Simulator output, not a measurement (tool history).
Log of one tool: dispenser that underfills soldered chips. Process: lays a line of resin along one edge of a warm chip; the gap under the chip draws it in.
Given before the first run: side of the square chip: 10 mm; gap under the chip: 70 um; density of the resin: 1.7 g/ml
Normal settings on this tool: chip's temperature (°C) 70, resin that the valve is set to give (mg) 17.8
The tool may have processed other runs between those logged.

run	hour	chip's temperature (°C)	resin that the valve is set to give (mg)	time until the resin shows at the far edge (s)	resin that the valve gave (mg)
1	0.0	70	17.8	87.6	17.15
2	9.0	70	17.8	120.1	17.14
# hour 9.8: new syringe of resin
3	13.5	70	15.3	99.8	14.62
# hour 15.3: dispensing valve cleaned and set on the balance
# hour 22.1: new syringe of resin
4	22.1	80	17.8	49.2	17.67
5	27.9	80	16.6	60.6	16.55
# hour 34.0: new syringe of resin
6	38.3	80	16.6	58.6	16.49
# hour 45.6: new syringe of resin
7	46.8	80	16.6	51.1	16.37
8	53.5	80	16.6	65.1	16.54
# hour 57.1: new syringe of resin
9	63.2	80	16.6	61.9	16.43
# hour 68.2: new syringe of resin
10	71.8	80	16.6	55.6	16.36
# hour 79.8: new syringe of resin
11	81.8	80	16.6	53.1	16.35
12	86.4	68	17.8	113.6	17.53
# hour 91.5: new syringe of resin
13	96.2	68	17.8	109.5	17.52
14	100.7	68	17.8	124.1	17.49
# hour 102.8: new syringe of resin
15	109.0	81	17.8	56.8	17.35
# hour 114.5: new syringe of resin
16	117.7	55	20.1	211.7	19.86
# hour 126.0: new syringe of resin
17	126.5	67	19.6	98.3	19.24
18	131.3	67	19.6	113.0	19.18
# hour 137.1: new syringe of resin
19	137.2	80	17.8	47.6	17.40
20	145.6	82	17.8	57.8	17.41
# hour 148.3: new syringe of resin
21	150.5	67	15.5	108.4	15.19
# hour 160.1: new syringe of resin
22	160.7	77	16.8	58.1	16.45
23	166.5	75	15.2	81.6	14.76

Estimate the outcome of run 24 from the log above:
# hour 171.7: new syringe of resin
24	172.6	75	15.2	?	?

Logged for run 24: time until the resin shows at the far edge (s) 66.1, resin that the valve gave (mg) 14.67.
If the tool had no hidden condition, the same run with the same run-to-run variation would have returned time until the resin shows at the far edge (s) 65.0, resin that the valve gave (mg) 15.12.

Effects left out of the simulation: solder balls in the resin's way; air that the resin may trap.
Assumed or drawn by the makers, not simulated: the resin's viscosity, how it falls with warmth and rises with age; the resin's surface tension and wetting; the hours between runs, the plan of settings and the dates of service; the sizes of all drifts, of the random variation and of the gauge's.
